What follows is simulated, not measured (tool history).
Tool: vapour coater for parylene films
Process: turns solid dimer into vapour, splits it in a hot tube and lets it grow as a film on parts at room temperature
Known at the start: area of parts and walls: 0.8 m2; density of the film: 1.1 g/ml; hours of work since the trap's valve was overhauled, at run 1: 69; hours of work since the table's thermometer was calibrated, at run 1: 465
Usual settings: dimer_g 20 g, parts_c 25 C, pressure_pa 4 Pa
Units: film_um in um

| run | hour | dimer_g | parts_c | pressure_pa | hours of work since the trap's valve was overhauled | hours of work since the table's thermometer was calibrated | film_um |
|---|---|---|---|---|---|---|---|
| 1 | 0 | 20 | 25 | 4 | 69 | 465 | 13.98 |
| 2 | 29.5 | 20 | 25 | 3.97 | 93 | 490 | 13.89 |
| 3 | 69 | 36 | 25 | 4 | 125 | 522 | 24.68 |
| 4 | 131.2 | 36 | 25 | 4 | 175 | 572 | 24.14 |
| 5 | 169.1 | 36 | 25 | 4 | 206 | 603 | 23.77 |
| 6 | 210.3 | 11 | 25 | 4 | 240 | 637 | 7.26 |
| 7 | 271 | 20 | 24 | 4 | 289 | 686 | 13.41 |
| 8 | 325 | 20 | 25 | 4 | 333 | 730 | 12.57 |
|  | 360.7 | trap's valve overhauled |
| 9 | 380.1 | 20 | 33 | 4 | 16 | 772 | 9.74 |
| 10 | 413 | 20 | 25 | 4 | 43 | 799 | 14.33 |
| 11 | 440.1 | 15 | 25 | 4 | 65 | 821 | 10.41 |
| 12 | 493.2 | 20 | 25 | 9.35 | 108 | 864 | 11.33 |
| 13 | 543.1 | 20 | 30 | 9.35 | 148 | 904 | 8.76 |
| 14 | 574.5 | 20 | 30 | 9.35 | 174 | 930 | 8.58 |
| 15 | 605.1 | 20 | 30 | 9.35 | 199 | 955 | 8.71 |
| 16 | 634.6 | 20 | 30 | 9.35 | 223 | 979 | 8.53 |
| 17 | 678.5 | 10 | 25 | 4 | 259 | 1015 | 6.53 |
| 18 | 711.5 | 20 | 22 | 4 | 286 | 1042 | 14.8 |
| 19 | 770.8 | 20 | 25 | 11.4 | 334 | 1090 | 9.87 |
|  | 801.2 | trap's valve overhauled |
| 20 | 817.4 | 20 | 25 | 11.4 | 13 | 1125 | 11.11 |
| 21 | 861.8 | 9 | 25 | 11.4 | 49 | 1161 | 4.9 |
| 22 | 919 | 9 | 25 | 11.4 | 96 | 1207 | 4.81 |
| 23 | 948.2 | 20 | 29 | 4 | 120 | 1231 | 11.17 |
| 24 | 1001.8 | 20 | 29 | 4 | 163 | 1275 | 11.08 |
| 25 | 1046.1 | 13 | 24 | 4 | 199 | 1311 | 8.83 |
| 26 | 1107.7 | 34 | 20 | 6.25 | 250 | 1361 | 24.81 |
| 27 | 1164 | 34 | 20 | 6.25 | 295 | 1407 | 24.35 |
| 28 | 1201.9 | 34 | 28 | 6.25 | 326 | 1438 | 16.75 |
| 29 | 1227.7 | 34 | 28 | 6.25 | 347 | 1459 | 16.53 |
|  | 1243.3 | trap's valve overhauled |
| 30 | 1274.1 | 28 | 30 | 6.25 | 25 | 1493 | 13.71 |
| 31 | 1314.3 | 28 | 30 | 6.25 | 58 | 1526 | 13.47 |
| 32 | 1352.2 | 28 | 20 | 6.25 | 89 | 1557 | 21.9 |
| 33 | 1397.9 | 10 | 25 | 4 | 126 | 1594 | 6.63 |
| 34 | 1444.6 | 12 | 25 | 4 | 164 | 1632 | 7.92 |
| 35 | 1472.3 | 12 | 25 | 4 | 187 | 1655 | 7.8 |
| 36 | 1518.8 | 12 | 25 | 4.69 | 224 | 1693 | 7.38 |
| 37 | 1582.5 | 24 | 31 | 3.89 | 276 | 1744 | 11.33 |
| 38 | 1618.9 | 17 | 22 | 3.99 | 306 | 1774 | 12.08 |
| 39 | 1670.4 | 17 | 22 | 3.99 | 348 | 1816 | 11.69 |
|  | 1684.7 | trap's valve overhauled |
| 40 | 1738.1 | 20 | 27 | 4 | 44 | 1868 | 12.63 |

Forecast each of these 5 alternatives for the next run:
| A | 1767.7 | 32 | 25 | 4 | 68 | 1892 | ? |
| B | 1767.7 | 20 | 25 | 4 | 68 | 1892 | ? |
| C | 1767.7 | 10 | 20 | 2.8 | 68 | 1892 | ? |
| D | 1767.7 | 34 | 31 | 2.41 | 68 | 1892 | ? |
| E | 1767.7 | 20 | 26 | 4 | 68 | 1892 | ? |

| run | film_um |
|---|---|
| A | 21.53 |
| B | 13.69 |
| C | 9.31 |
| D | 19.47 |
| E | 13.07 |
Without the tool's hidden state the same runs would have given:
| run | film_um |
|---|---|
| A | 23.12 |
| B | 14.7 |
| C | 10 |
| D | 20.91 |
| E | 14.03 |

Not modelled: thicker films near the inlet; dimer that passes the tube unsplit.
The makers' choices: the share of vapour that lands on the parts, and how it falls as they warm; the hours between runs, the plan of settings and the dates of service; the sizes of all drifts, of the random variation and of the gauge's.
